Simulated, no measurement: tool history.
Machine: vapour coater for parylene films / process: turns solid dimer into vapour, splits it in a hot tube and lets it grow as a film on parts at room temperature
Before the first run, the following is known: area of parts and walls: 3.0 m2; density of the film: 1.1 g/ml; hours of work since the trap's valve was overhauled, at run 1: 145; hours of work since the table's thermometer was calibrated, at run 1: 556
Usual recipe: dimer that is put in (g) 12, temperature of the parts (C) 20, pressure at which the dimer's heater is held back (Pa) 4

run   hour  dimer that is put in (g)  temperature of the parts (C)  pressure at which the dimer's heater is held back (Pa)  hours of work since the trap's valve was overhauled  hours of work since the table's thermometer was calibrated  thickness of the film (µm)
  1      0                        12                            20                                                       4                                                  145                                                         556                        2.41
  2     19                         5                            20                                                       4                                                  156                                                         566                           1
  3   43.7                        12                            20                                                       4                                                  169                                                         579                        2.36
  4   67.7                        12                            20                                                       4                                                  182                                                         592                        2.41
  5   79.8                        12                            20                                                    2.87                                                  188                                                         599                        2.56
  6  104.8                        12                            20                                                    2.87                                                  202                                                         612                        2.53
  7  130.2                        12                            20                                                    2.87                                                  216                                                         626                        2.53
  8  156.8                        12                            20                                                    2.87                                                  230                                                         640                        2.54
  9  176.8                        12                            20                                                    2.87                                                  241                                                         651                        2.43
 10  197.3                        14                            20                                                    2.87                                                  252                                                         662                        2.86
     224.1  -- trap's valve overhauled
 11  228.7                        14                            26                                                    2.87                                                    2                                                         677                        2.66
 12  254.1                        14                            26                                                    2.87                                                   16                                                         690                        2.66
 13  281.3                        14                            26                                                    2.87                                                   31                                                         705                        2.63
 14  298.3                        11                            20                                                       4                                                   40                                                         714                        2.41
 15  312.3                        12                            20                                                       4                                                   47                                                         722                        2.58
 16  326.8                         6                            22                                                    4.38                                                   55                                                         729                        1.17
 17  339.8                         6                            13                                                    6.62                                                   62                                                         736                        1.49
 18  358.2                         6                            29                                                   11.67                                                   72                                                         746                        0.67
 19  376.2                         8                            29                                                    3.06                                                   82                                                         756                        1.26
 20  394.1                        12                            29                                                     4.6                                                   92                                                         766                        1.73
 21  409.3                         8                            20                                                    2.18                                                  100                                                         774                        1.95
 22  426.2                         8                            20                                                    2.18                                                  109                                                         783                        1.94
 23  438.6                        12                            20                                                    3.52                                                  115                                                         790                        2.56
 24  460.5                        12                            20                                                    3.52                                                  127                                                         801                        2.57
 25  476.1                        18                            19                                                    3.49                                                  136                                                         810                        4.03
 26  498.6                        12                            17                                                       4                                                  148                                                         822                        2.79
 27  525.6                         9                            20                                                    2.54                                                  162                                                         836                        2.06
 28    540                         9                            20                                                    2.54                                                  170                                                         844                        2.03
 29  562.6                         9                            20                                                    2.54                                                  182                                                         856                        2.01

Below, each run's measurement less what the same run would have read without the hidden state. Both values contain the same run-to-run variation, but the gauge's scatter may not be the same in both:
The tool's hidden condition here consists of: vapour lost through the trap's worn valve, %; true temperature of the parts over the reading, C; drift of the gauge itself on film_um, %.
run  thickness of the film (µm)
  1                       -0.19
  2                       -0.09
  3                       -0.22
  4                       -0.24
  5                       -0.28
  6                       -0.29
  7                       -0.31
  8                       -0.33
  9                       -0.35
 10                       -0.43
 11                       +0.06
 12                       +0.05
 13                       +0.02
 14                       +0.01
 15                          +0
 16                          +0
 17                       -0.01
 18                       -0.01
 19                       -0.02
 20                       -0.04
 21                       -0.06
 22                       -0.07
 23                       -0.09
 24                       -0.11
 25                        -0.2
 26                       -0.16
 27                       -0.13
 28                       -0.13
 29                       -0.15

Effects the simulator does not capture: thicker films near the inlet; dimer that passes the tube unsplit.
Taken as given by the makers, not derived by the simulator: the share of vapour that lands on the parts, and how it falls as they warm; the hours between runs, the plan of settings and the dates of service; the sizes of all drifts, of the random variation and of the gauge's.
